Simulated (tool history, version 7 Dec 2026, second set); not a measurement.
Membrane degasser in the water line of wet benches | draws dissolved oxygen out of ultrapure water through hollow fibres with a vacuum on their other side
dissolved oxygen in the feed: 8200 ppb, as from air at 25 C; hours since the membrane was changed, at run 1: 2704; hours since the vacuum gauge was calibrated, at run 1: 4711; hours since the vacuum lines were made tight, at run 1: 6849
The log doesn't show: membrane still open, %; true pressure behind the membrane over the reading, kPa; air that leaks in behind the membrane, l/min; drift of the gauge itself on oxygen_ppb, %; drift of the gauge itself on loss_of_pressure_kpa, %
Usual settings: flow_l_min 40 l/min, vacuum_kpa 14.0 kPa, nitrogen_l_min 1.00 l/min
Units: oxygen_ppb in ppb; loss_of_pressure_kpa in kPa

| run | hour | flow_l_min | vacuum_kpa | nitrogen_l_min | hours since the membrane was changed | hours since the vacuum gauge was calibrated | hours since the vacuum lines were made tight | oxygen_ppb | loss_of_pressure_kpa |
|---|---|---|---|---|---|---|---|---|---|
| 1 | 0.0 | 40 | 14.0 | 1.00 | 2704 | 4711 | 6849 | 1043.3 | 63.40 |
| 2 | 68.9 | 40 | 14.0 | 1.00 | 2773 | 4779 | 6918 | 1051.6 | 63.22 |
| 3 | 126.4 | 40 | 10.0 | 1.00 | 2830 | 4837 | 6976 | 773.7 | 63.20 |
| 4 | 190.0 | 40 | 10.0 | 1.00 | 2894 | 4901 | 7039 | 785.1 | 63.45 |
| 5 | 227.1 | 40 | 14.0 | 1.00 | 2931 | 4938 | 7076 | 1061.0 | 63.12 |
| 6 | 271.2 | 40 | 14.0 | 1.00 | 2975 | 4982 | 7120 | 1038.4 | 63.56 |
| 7 | 320.6 | 40 | 14.0 | 0.99 | 3024 | 5031 | 7170 | 1051.6 | 63.56 |
| 8 | 367.9 | 40 | 14.0 | 0.99 | 3072 | 5078 | 7217 | 1062.0 | 63.45 |
| 9 | 400.5 | 40 | 14.0 | 0.99 | 3104 | 5111 | 7250 | 1055.1 | 63.49 |
| 10 | 434.8 | 40 | 14.0 | 0.99 | 3138 | 5145 | 7284 | 1039.0 | 63.68 |
| 11 | 478.2 | 40 | 14.0 | 1.03 | 3182 | 5189 | 7327 | 1024.9 | 63.33 |
| 12 | 507.1 | 40 | 14.0 | 1.03 | 3211 | 5218 | 7356 | 1048.7 | 64.02 |
| 13 | 563.2 | 40 | 14.0 | 1.03 | 3267 | 5274 | 7412 | 1017.3 | 63.44 |
| 14 | 612.7 | 40 | 14.0 | 1.03 | 3316 | 5323 | 7462 | 1036.3 | 63.90 |
| 15 | 673.6 | 40 | 14.0 | 1.03 | 3377 | 5384 | 7523 | 1022.0 | 63.85 |
| 16 | 744.1 | 34 | 14.0 | 1.03 | 3448 | 5455 | 7593 | 864.0 | 54.27 |
| 17 | 813.3 | 55 | 12.5 | 0.65 | 3517 | 5524 | 7663 | 1581.6 | 87.45 |
| 18 | 880.2 | 55 | 12.5 | 0.65 | 3584 | 5591 | 7729 | 1584.5 | 87.13 |
| 19 | 951.5 | 35 | 24.9 | 0.65 | 3655 | 5662 | 7801 | 1950.5 | 55.72 |
| 20 | 1001.5 | 35 | 24.9 | 0.65 | 3705 | 5712 | 7851 | 1949.6 | 55.34 |
| 21 | 1057.0 | 35 | 24.9 | 0.65 | 3761 | 5768 | 7906 | 1965.0 | 55.62 |
| 22 | 1097.6 | 60 | 14.0 | 0.59 | 3801 | 5808 | 7947 | 1969.7 | 95.12 |
| 23 | 1147.8 | 31 | 14.0 | 0.59 | 3852 | 5858 | 7997 | 1092.7 | 49.47 |
| 24 | 1194.6 | 40 | 14.0 | 1.59 | 3898 | 5905 | 8044 | 823.4 | 63.50 |
|  | 1238.1 | seals of the vacuum lines changed |
| 25 | 1263.9 | 37 | 9.1 | 1.00 | 3966 | 5972 | 26 | 664.2 | 58.88 |
| 26 | 1323.2 | 25 | 18.8 | 0.45 | 4025 | 6032 | 85 | 1466.4 | 39.76 |
|  | 1355.5 | vacuum gauge calibrated |
| 27 | 1370.2 | 35 | 30.8 | 0.45 | 4071 | 15 | 132 | 2822.3 | 55.86 |
| 28 | 1415.1 | 35 | 30.8 | 0.45 | 4116 | 60 | 176 | 2765.6 | 55.49 |
| 29 | 1457.7 | 35 | 30.8 | 0.45 | 4159 | 102 | 219 | 2815.3 | 55.46 |
| 30 | 1497.5 | 62 | 12.0 | 1.56 | 4199 | 142 | 259 | 1256.1 | 98.29 |
| 31 | 1539.1 | 62 | 12.0 | 1.56 | 4240 | 184 | 301 | 1261.6 | 98.68 |

Hidden state at the last listed run before each entry between runs and at the first one after, where it differs:
Between runs 24 and 25: seals of the vacuum lines changed (hour 1238.1)
  air that leaks in behind the membrane, l/min: 0.0021 -> 0.002
Between runs 26 and 27: vacuum gauge calibrated (hour 1355.5)
  no hidden state differs between the two runs

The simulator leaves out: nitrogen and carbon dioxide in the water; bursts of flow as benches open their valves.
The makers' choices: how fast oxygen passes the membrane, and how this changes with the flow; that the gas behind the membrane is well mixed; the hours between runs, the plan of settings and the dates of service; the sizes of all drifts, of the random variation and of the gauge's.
